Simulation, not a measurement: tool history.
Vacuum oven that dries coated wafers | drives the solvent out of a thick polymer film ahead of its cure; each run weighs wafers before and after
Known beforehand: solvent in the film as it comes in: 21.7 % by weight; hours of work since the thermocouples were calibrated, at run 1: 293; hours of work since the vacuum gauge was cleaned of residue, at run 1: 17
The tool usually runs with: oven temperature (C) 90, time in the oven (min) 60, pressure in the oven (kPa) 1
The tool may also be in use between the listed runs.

run	day	oven temperature (C)	time in the oven (min)	pressure in the oven (kPa)	hours of work since the thermocouples were calibrated	hours of work since the vacuum gauge was cleaned of residue	solvent left in the film (%)
1	0	90	60	1	293	17	2.69
2	3.683	78	60	1	354	78	7.29
3	5.967	90	60	1	392	116	2.63
4	9.383	90	60	1	449	172	2.68
5	13.779	90	37	1	522	245	5.08
6	17.004	90	37	1	575	299	5.15
7	20.933	90	37	1	640	364	5.22
8	26.046	90	37	1	725	449	4.99
9	30.783	90	60	1	804	527	2.71
10	35.708	90	60	1	885	609	2.71
11	40.433	90	60	1	964	687	2.62
12	43.225	90	60	1	1010	734	2.7
13	45.342	90	60	2.25	1045	769	3.74
# day 46.162: oven's thermocouples calibrated
14	49.317	90	60	0.82	52	833	2.61
15	52.842	102	60	1	111	892	0.71
16	55.412	102	60	1	153	934	0.69
17	58.75	102	60	1	209	990	0.75
18	62.792	102	60	1	276	1057	0.73
19	65.729	102	60	1	325	1106	0.66
20	70.054	102	60	1	396	1177	0.74
21	74.267	90	60	1	466	1247	2.74
22	77.288	90	60	1	516	1297	2.6
23	81.004	90	45	0.53	578	1359	3.66
24	83.15	81	60	1.01	613	1395	5.88
25	85.267	81	60	1.01	649	1430	5.98
26	87.571	81	60	1.01	687	1468	6.09
27	90.642	90	40	1	738	1519	4.71
28	93.417	103	40	1	784	1565	1.18
29	96.004	90	60	3.79	827	1608	4.83
30	100.679	90	60	2.22	904	1685	3.61
31	103.338	82	60	1.7	948	1729	6.18
32	105.762	78	101	3.44	989	1770	7.34
33	108.875	78	101	3.44	1040	1821	7.19
# day 109.896: oven's thermocouples calibrated
34	111.154	78	101	3.44	21	1858	7.01

The next listed run, before its measurement:
35	113.675	78	101	3.78	63	1899	?

Run 35 produced solvent left in the film (%) 7.55.
The same run, on a tool lacking any hidden state, would have yielded solvent left in the film (%) 7.51.
